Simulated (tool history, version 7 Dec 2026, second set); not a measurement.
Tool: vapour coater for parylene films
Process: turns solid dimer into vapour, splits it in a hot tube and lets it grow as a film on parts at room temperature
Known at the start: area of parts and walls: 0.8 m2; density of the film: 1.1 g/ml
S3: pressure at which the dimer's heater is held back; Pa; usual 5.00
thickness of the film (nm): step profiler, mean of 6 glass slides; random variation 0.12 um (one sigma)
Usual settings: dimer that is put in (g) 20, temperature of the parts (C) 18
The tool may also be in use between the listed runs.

run 1 hour=0.0 | dimer_that_is_put_in_(g)=20 temperature_of_the_parts_(C)=18 S3=5.00 | thickness_of_the_film_(nm)=14430
run 2 hour=22.4 | dimer_that_is_put_in_(g)=20 temperature_of_the_parts_(C)=18 S3=5.00 | thickness_of_the_film_(nm)=14370
run 3 hour=46.2 | dimer_that_is_put_in_(g)=20 temperature_of_the_parts_(C)=18 S3=4.40 | thickness_of_the_film_(nm)=15010
run 4 hour=66.5 | dimer_that_is_put_in_(g)=20 temperature_of_the_parts_(C)=18 S3=4.40 | thickness_of_the_film_(nm)=14950
run 5 hour=90.4 | dimer_that_is_put_in_(g)=20 temperature_of_the_parts_(C)=18 S3=7.89 | thickness_of_the_film_(nm)=13040
run 6 hour=125.1 | dimer_that_is_put_in_(g)=20 temperature_of_the_parts_(C)=18 S3=7.89 | thickness_of_the_film_(nm)=12920
-- hour=149.7 trap's valve overhauled
run 7 hour=161.3 | dimer_that_is_put_in_(g)=20 temperature_of_the_parts_(C)=18 S3=5.00 | thickness_of_the_film_(nm)=14390
run 8 hour=202.6 | dimer_that_is_put_in_(g)=20 temperature_of_the_parts_(C)=12 S3=5.00 | thickness_of_the_film_(nm)=18070
run 9 hour=246.1 | dimer_that_is_put_in_(g)=20 temperature_of_the_parts_(C)=12 S3=5.00 | thickness_of_the_film_(nm)=17790
run 10 hour=283.5 | dimer_that_is_put_in_(g)=20 temperature_of_the_parts_(C)=18 S3=5.00 | thickness_of_the_film_(nm)=14400
run 11 hour=321.0 | dimer_that_is_put_in_(g)=20 temperature_of_the_parts_(C)=18 S3=5.00 | thickness_of_the_film_(nm)=14380
run 12 hour=363.5 | dimer_that_is_put_in_(g)=20 temperature_of_the_parts_(C)=26 S3=5.00 | thickness_of_the_film_(nm)=10890
run 13 hour=396.4 | dimer_that_is_put_in_(g)=20 temperature_of_the_parts_(C)=26 S3=5.00 | thickness_of_the_film_(nm)=10890
run 14 hour=423.6 | dimer_that_is_put_in_(g)=29 temperature_of_the_parts_(C)=18 S3=5.00 | thickness_of_the_film_(nm)=20710
run 15 hour=453.9 | dimer_that_is_put_in_(g)=29 temperature_of_the_parts_(C)=18 S3=5.00 | thickness_of_the_film_(nm)=20830
run 16 hour=477.5 | dimer_that_is_put_in_(g)=20 temperature_of_the_parts_(C)=18 S3=4.09 | thickness_of_the_film_(nm)=15110
run 17 hour=509.5 | dimer_that_is_put_in_(g)=20 temperature_of_the_parts_(C)=18 S3=2.18 | thickness_of_the_film_(nm)=17120
run 18 hour=541.5 | dimer_that_is_put_in_(g)=20 temperature_of_the_parts_(C)=13 S3=5.00 | thickness_of_the_film_(nm)=17220
run 19 hour=581.6 | dimer_that_is_put_in_(g)=20 temperature_of_the_parts_(C)=13 S3=5.00 | thickness_of_the_film_(nm)=17010
run 20 hour=610.7 | dimer_that_is_put_in_(g)=20 temperature_of_the_parts_(C)=10 S3=5.00 | thickness_of_the_film_(nm)=18910
-- hour=629.7 trap's valve overhauled
run 21 hour=639.8 | dimer_that_is_put_in_(g)=20 temperature_of_the_parts_(C)=18 S3=5.00 | thickness_of_the_film_(nm)=14340
run 22 hour=672.7 | dimer_that_is_put_in_(g)=11 temperature_of_the_parts_(C)=18 S3=5.00 | thickness_of_the_film_(nm)=7810
run 23 hour=722.1 | dimer_that_is_put_in_(g)=20 temperature_of_the_parts_(C)=18 S3=5.00 | thickness_of_the_film_(nm)=14540
run 24 hour=764.7 | dimer_that_is_put_in_(g)=14 temperature_of_the_parts_(C)=18 S3=5.00 | thickness_of_the_film_(nm)=10120
run 25 hour=791.2 | dimer_that_is_put_in_(g)=30 temperature_of_the_parts_(C)=18 S3=2.35 | thickness_of_the_film_(nm)=25490
run 26 hour=835.1 | dimer_that_is_put_in_(g)=20 temperature_of_the_parts_(C)=23 S3=5.00 | thickness_of_the_film_(nm)=12080
run 27 hour=870.1 | dimer_that_is_put_in_(g)=20 temperature_of_the_parts_(C)=23 S3=5.00 | thickness_of_the_film_(nm)=11980
run 28 hour=900.5 | dimer_that_is_put_in_(g)=20 temperature_of_the_parts_(C)=23 S3=5.00 | thickness_of_the_film_(nm)=12090
run 29 hour=931.0 | dimer_that_is_put_in_(g)=17 temperature_of_the_parts_(C)=10 S3=7.40 | thickness_of_the_film_(nm)=14800
run 30 hour=964.1 | dimer_that_is_put_in_(g)=23 temperature_of_the_parts_(C)=13 S3=5.00 | thickness_of_the_film_(nm)=19500
run 31 hour=993.5 | dimer_that_is_put_in_(g)=23 temperature_of_the_parts_(C)=13 S3=5.00 | thickness_of_the_film_(nm)=19700
run 32 hour=1016.4 | dimer_that_is_put_in_(g)=32 temperature_of_the_parts_(C)=15 S3=2.78 | thickness_of_the_film_(nm)=29260
run 33 hour=1053.8 | dimer_that_is_put_in_(g)=32 temperature_of_the_parts_(C)=15 S3=2.78 | thickness_of_the_film_(nm)=29210
run 34 hour=1098.6 | dimer_that_is_put_in_(g)=36 temperature_of_the_parts_(C)=30 S3=4.77 | thickness_of_the_film_(nm)=17000
-- hour=1109.6 trap's valve overhauled
run 35 hour=1151.6 | dimer_that_is_put_in_(g)=36 temperature_of_the_parts_(C)=30 S3=4.77 | thickness_of_the_film_(nm)=17230
run 36 hour=1179.1 | dimer_that_is_put_in_(g)=36 temperature_of_the_parts_(C)=27 S3=7.61 | thickness_of_the_film_(nm)=17390
run 37 hour=1222.7 | dimer_that_is_put_in_(g)=36 temperature_of_the_parts_(C)=27 S3=7.61 | thickness_of_the_film_(nm)=17220
run 38 hour=1248.2 | dimer_that_is_put_in_(g)=20 temperature_of_the_parts_(C)=20 S3=11.66 | thickness_of_the_film_(nm)=11110
run 39 hour=1296.9 | dimer_that_is_put_in_(g)=14 temperature_of_the_parts_(C)=14 S3=11.53 | thickness_of_the_film_(nm)=9660
run 40 hour=1340.8 | dimer_that_is_put_in_(g)=26 temperature_of_the_parts_(C)=25 S3=11.53 | thickness_of_the_film_(nm)=12360
run 41 hour=1381.0 | dimer_that_is_put_in_(g)=26 temperature_of_the_parts_(C)=25 S3=11.53 | thickness_of_the_film_(nm)=12070
run 42 hour=1427.1 | dimer_that_is_put_in_(g)=20 temperature_of_the_parts_(C)=26 S3=5.00 | thickness_of_the_film_(nm)=10970
run 43 hour=1457.0 | dimer_that_is_put_in_(g)=25 temperature_of_the_parts_(C)=11 S3=5.00 | thickness_of_the_film_(nm)=23200
run 44 hour=1492.3 | dimer_that_is_put_in_(g)=23 temperature_of_the_parts_(C)=30 S3=5.00 | thickness_of_the_film_(nm)=10800
run 45 hour=1538.6 | dimer_that_is_put_in_(g)=30 temperature_of_the_parts_(C)=14 S3=3.74 | thickness_of_the_film_(nm)=26240
run 46 hour=1562.1 | dimer_that_is_put_in_(g)=32 temperature_of_the_parts_(C)=29 S3=2.27 | thickness_of_the_film_(nm)=18350
run 47 hour=1582.2 | dimer_that_is_put_in_(g)=34 temperature_of_the_parts_(C)=12 S3=11.73 | thickness_of_the_film_(nm)=25180
-- hour=1588.9 trap's valve overhauled
run 48 hour=1622.2 | dimer_that_is_put_in_(g)=9 temperature_of_the_parts_(C)=19 S3=6.36 | thickness_of_the_film_(nm)=5850

3 ways to go on from here, each from the tool as it stands after run 48. What would each give?
run A hour=1646.0 | dimer_that_is_put_in_(g)=29 temperature_of_the_parts_(C)=28 S3=6.36 | thickness_of_the_film_(nm)=?
run B hour=1646.0 | dimer_that_is_put_in_(g)=20 temperature_of_the_parts_(C)=18 S3=3.37 | thickness_of_the_film_(nm)=?
run C hour=1646.0 | dimer_that_is_put_in_(g)=11 temperature_of_the_parts_(C)=19 S3=3.23 | thickness_of_the_film_(nm)=?

run=A thickness_of_the_film_(nm)=13770
run=B thickness_of_the_film_(nm)=15620
run=C thickness_of_the_film_(nm)=8430
Without the tool's hidden state the same runs would have given:
run=A thickness_of_the_film_(nm)=13770
run=B thickness_of_the_film_(nm)=15620
run=C thickness_of_the_film_(nm)=8430
